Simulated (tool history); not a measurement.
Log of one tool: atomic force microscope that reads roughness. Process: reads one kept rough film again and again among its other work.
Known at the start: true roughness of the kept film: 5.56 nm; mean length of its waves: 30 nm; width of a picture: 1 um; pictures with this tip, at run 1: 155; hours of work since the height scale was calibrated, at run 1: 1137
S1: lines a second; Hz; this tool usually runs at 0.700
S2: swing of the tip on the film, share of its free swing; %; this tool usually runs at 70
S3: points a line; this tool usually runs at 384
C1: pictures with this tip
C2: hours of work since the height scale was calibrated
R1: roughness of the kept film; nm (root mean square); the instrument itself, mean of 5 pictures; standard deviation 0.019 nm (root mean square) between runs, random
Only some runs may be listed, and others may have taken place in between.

run	hour	S1	S2	S3	C1	C2	R1
1	0.0	0.700	70	384	155	1137	3.628
# hour 8.6: new tip fitted
2	49.8	0.700	70	384	65	1161	4.066
3	83.5	0.700	70	384	119	1177	3.751
# hour 113.5: new tip fitted
4	121.5	0.700	70	422	12	1195	4.448
5	158.4	0.700	70	384	71	1213	4.042
6	208.4	0.700	70	384	151	1237	3.573
# hour 221.5: new tip fitted
7	245.9	3.547	70	384	39	1255	3.809
8	287.5	1.788	70	384	105	1275	3.641
# hour 326.8: new tip fitted
9	331.2	0.700	70	721	7	1295	4.495
10	372.4	0.700	70	384	72	1315	3.990
11	418.9	0.700	70	384	146	1338	3.588
# hour 434.2: new tip fitted
12	461.2	0.700	70	384	43	1358	4.229
13	504.2	0.700	87	646	111	1378	3.658
# hour 539.5: new tip fitted
14	561.3	2.923	76	365	34	1406	3.720
# hour 565.1: height scale calibrated on a step standard
15	607.9	2.923	76	365	107	21	3.343
# hour 646.1: new tip fitted
16	646.1	0.700	88	384	0	39	4.363
17	682.8	2.175	63	384	58	56	3.966
18	726.7	2.175	63	384	128	78	3.561
# hour 749.8: new tip fitted
19	779.7	1.817	65	384	48	103	3.981
20	815.7	3.351	78	856	105	120	3.160
# hour 834.7: height scale calibrated on a step standard, once more
# hour 857.2: new tip fitted
21	875.5	0.774	58	384	29	19	4.420
22	924.0	1.935	64	733	106	43	3.778
23	951.0	1.935	64	733	149	56	3.491
# hour 961.0: new tip fitted
24	984.1	1.935	64	733	37	71	4.211

Pick out some run-to-run changes in R1. Of each, how much would a tool without hidden state show as well, from the settings, what came in and chance, and how much is left for the hidden state and any gauge scatter not in both results compared?
The hidden state here: radius of the tip, nm; height scale over the true one, %; drift of the gauge itself on roughness_nm, %.
Run 3 -> 4: S3 384 -> 422, new tip fitted. R1 +0.697 nm (root mean square): hidden state +0.695, all else +0.002.
Run 6 -> 7: S1 0.700 -> 3.547, new tip fitted. R1 +0.236 nm (root mean square): hidden state +0.696, all else -0.460.
Run 15 -> 16: S1 2.923 -> 0.700, S2 76 -> 88, S3 365 -> 384, new tip fitted. R1 +1.020 nm (root mean square): hidden state +0.637, all else +0.383.
Run 20 -> 21: S1 3.351 -> 0.774, S2 78 -> 58, S3 856 -> 384, height scale calibrated on a step standard, once more, new tip fitted. R1 +1.260 nm (root mean square): hidden state +0.458, all else +0.802.

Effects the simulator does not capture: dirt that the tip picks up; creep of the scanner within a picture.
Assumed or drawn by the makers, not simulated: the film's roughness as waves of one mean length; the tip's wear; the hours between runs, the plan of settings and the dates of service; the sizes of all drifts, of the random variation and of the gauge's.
